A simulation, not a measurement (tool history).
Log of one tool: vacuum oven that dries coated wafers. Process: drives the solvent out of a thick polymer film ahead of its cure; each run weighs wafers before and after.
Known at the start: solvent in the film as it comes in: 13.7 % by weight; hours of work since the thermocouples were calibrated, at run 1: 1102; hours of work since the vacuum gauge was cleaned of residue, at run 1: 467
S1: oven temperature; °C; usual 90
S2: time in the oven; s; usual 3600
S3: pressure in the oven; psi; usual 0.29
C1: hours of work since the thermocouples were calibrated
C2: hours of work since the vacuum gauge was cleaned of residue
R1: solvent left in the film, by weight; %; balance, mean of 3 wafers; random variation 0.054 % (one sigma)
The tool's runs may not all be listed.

Run 1, hour 0: usual settings; C1 1102; C2 467. Result: R1 2.03 %.
Run 2, hour 26.1: usual settings; C1 1120; C2 485. Result: R1 2 %.
Run 3, hour 51.1: usual settings; C1 1138; C2 503. Result: R1 2.01 %.
Run 4, hour 68.6: usual settings but S2 1980 s; C1 1150; C2 515. Result: R1 3.34 %.
Run 5, hour 82.6: usual settings but S1 91 °C, S2 1980 s; C1 1159; C2 525. Result: R1 3.17 %.
Run 6, hour 106: usual settings but S1 91 °C, S2 1980 s; C1 1176; C2 541. Result: R1 3.15 %.
Run 7, hour 122.6: usual settings but S1 91 °C, S2 1980 s; C1 1187; C2 553. Result: R1 3.17 %.
Run 8, hour 146.2: usual settings but S1 91 °C, S2 1980 s; C1 1204; C2 569. Result: R1 3.32 %.
Run 9, hour 173.7: usual settings but S1 91 °C, S2 1980 s; C1 1223; C2 588. Result: R1 3.14 %.
At hour 184.5: oven's thermocouples calibrated.
Run 10, hour 191.8: usual settings but S1 91 °C, S2 1980 s; C1 5; C2 599. Result: R1 3.59 %.
Run 11, hour 215.4: usual settings but S1 91 °C, S2 1980 s; C1 22; C2 616. Result: R1 3.53 %.
Run 12, hour 227.9: usual settings; C1 30; C2 625. Result: R1 2.21 %.
Run 13, hour 243: usual settings; C1 41; C2 635. Result: R1 2.25 %.
Run 14, hour 257.9: usual settings; C1 51; C2 645. Result: R1 2.33 %.
Run 15, hour 280.4: usual settings; C1 67; C2 661. Result: R1 2.28 %.
Run 16, hour 307.9: usual settings; C1 86; C2 680. Result: R1 2.23 %.
Run 17, hour 324.6: usual settings but S2 3540 s; C1 98; C2 692. Result: R1 2.23 %.
Run 18, hour 342.5: usual settings; C1 110; C2 704. Result: R1 2.34 %.
Run 19, hour 362.6: usual settings; C1 124; C2 718. Result: R1 2.4 %.
Run 20, hour 377.3: usual settings; C1 134; C2 729. Result: R1 2.22 %.
Run 21, hour 396.1: usual settings; C1 147; C2 742. Result: R1 2.2 %.
Run 22, hour 420.8: usual settings; C1 165; C2 759. Result: R1 2.27 %.
Run 23, hour 445.4: usual settings; C1 182; C2 776. Result: R1 2.26 %.
Run 24, hour 462.5: usual settings but S3 0.302 psi; C1 194; C2 788. Result: R1 2.38 %.
Run 25, hour 491.4: usual settings but S1 92 °C, S3 0.18 psi; C1 214; C2 808. Result: R1 1.64 %.
Run 26, hour 520: usual settings but S1 84 °C, S3 0.387 psi; C1 234; C2 828. Result: R1 3.85 %.
Run 27, hour 532.5: usual settings but S2 1860 s, S3 0.918 psi; C1 242; C2 837. Result: R1 6.61 %.
Run 28, hour 556.1: usual settings but S2 1860 s, S3 0.918 psi; C1 259; C2 853. Result: R1 6.61 %.
Run 29, hour 578.6: usual settings but S1 92 °C, S2 2340 s, S3 0.525 psi; C1 274; C2 869. Result: R1 3.97 %.
Run 30, hour 602.1: usual settings but S2 1800 s, S3 0.463 psi; C1 291; C2 885. Result: R1 4.69 %.
Run 31, hour 615.2: usual settings but S1 88 °C, S2 3300 s, S3 0.267 psi; C1 300; C2 894. Result: R1 2.71 %.
Run 32, hour 634: usual settings but S1 85 °C, S3 0.255 psi; C1 313; C2 907. Result: R1 2.9 %.
Run 33, hour 655.6: usual settings but S1 103 °C, S2 3120 s, S3 0.306 psi; C1 328; C2 922. Result: R1 1.27 %.
Run 34, hour 677.7: usual settings but S1 103 °C, S2 3120 s, S3 0.306 psi; C1 343; C2 938. Result: R1 1.39 %.
Run 35, hour 705.7: usual settings but S1 98 °C, S2 1800 s; C1 363; C2 957. Result: R1 2.65 %.
Run 36, hour 731.6: usual settings but S1 82 °C, S2 4020 s, S3 0.257 psi; C1 381; C2 975. Result: R1 3.13 %.
Run 37, hour 745.1: usual settings but S1 92 °C, S2 4680 s, S3 0.743 psi; C1 390; C2 985. Result: R1 4.03 %.
Run 38, hour 759.4: usual settings but S1 101 °C, S2 5760 s, S3 0.247 psi; C1 400; C2 995. Result: R1 1.05 %.
Run 39, hour 771.3: usual settings but S2 5100 s; C1 409; C2 1003. Result: R1 2.05 %.
Run 40, hour 795: usual settings but S2 4260 s, S3 0.155 psi; C1 425; C2 1020. Result: R1 1.45 %.
Run 41, hour 820.9: usual settings but S1 76 °C, S2 4800 s, S3 0.248 psi; C1 443; C2 1038. Result: R1 3.85 %.
Run 42, hour 840.4: usual settings but S1 94 °C, S2 1980 s, S3 0.338 psi; C1 457; C2 1051. Result: R1 3.16 %.
Run 43, hour 859.3: usual settings but S1 94 °C, S2 1980 s, S3 0.338 psi; C1 470; C2 1064. Result: R1 3.19 %.
Run 44, hour 875.7: usual settings but S1 76 °C, S3 0.622 psi; C1 481; C2 1076. Result: R1 7.4 %.
Run 45, hour 892.5: usual settings but S1 77 °C, S2 2160 s, S3 0.329 psi; C1 493; C2 1087. Result: R1 6.47 %.
Run 46, hour 918.8: usual settings but S1 103 °C, S2 4080 s, S3 0.165 psi; C1 511; C2 1106. Result: R1 0.69 %.
Run 47, hour 935: usual settings but S1 103 °C, S2 4080 s, S3 0.165 psi; C1 523; C2 1117. Result: R1 0.75 %.
Run 48, hour 949.9: usual settings but S1 103 °C, S2 4080 s, S3 0.165 psi; C1 533; C2 1127. Result: R1 0.8 %.

Some steps in R1 between neighbouring runs. How much of each would the tool show without its hidden state too (settings, what came in, random variation), and how much is left for the hidden state, with any gauge scatter that isn't in both results?
The hidden state here: true wafer temperature over the reading, C; true pressure over the reading, kPa; drift of the gauge itself on solvent_pct, %.
Run 9 -> 10: oven's thermocouples calibrated. R1 +0.45 %: hidden state +0.33, all else +0.12.
Run 35 -> 36: S1 98 -> 82, S2 1800 -> 4020, S3 0.29 -> 0.257. R1 +0.48 %: hidden state +0.18, all else +0.3.
Run 37 -> 38: S1 92 -> 101, S2 4680 -> 5760, S3 0.743 -> 0.247. R1 -2.98 %: hidden state -0.03, all else -2.95.
Run 41 -> 42: S1 76 -> 94, S2 4800 -> 1980, S3 0.248 -> 0.338. R1 -0.69 %: hidden state -0.25, all else -0.44.
Run 43 -> 44: S1 94 -> 76, S2 1980 -> 3600, S3 0.338 -> 0.622. R1 +4.21 %: hidden state +0.18, all else +4.03.
Run 45 -> 46: S1 77 -> 103, S2 2160 -> 4080, S3 0.329 -> 0.165. R1 -5.78 %: hidden state -0.08, all else -5.7.
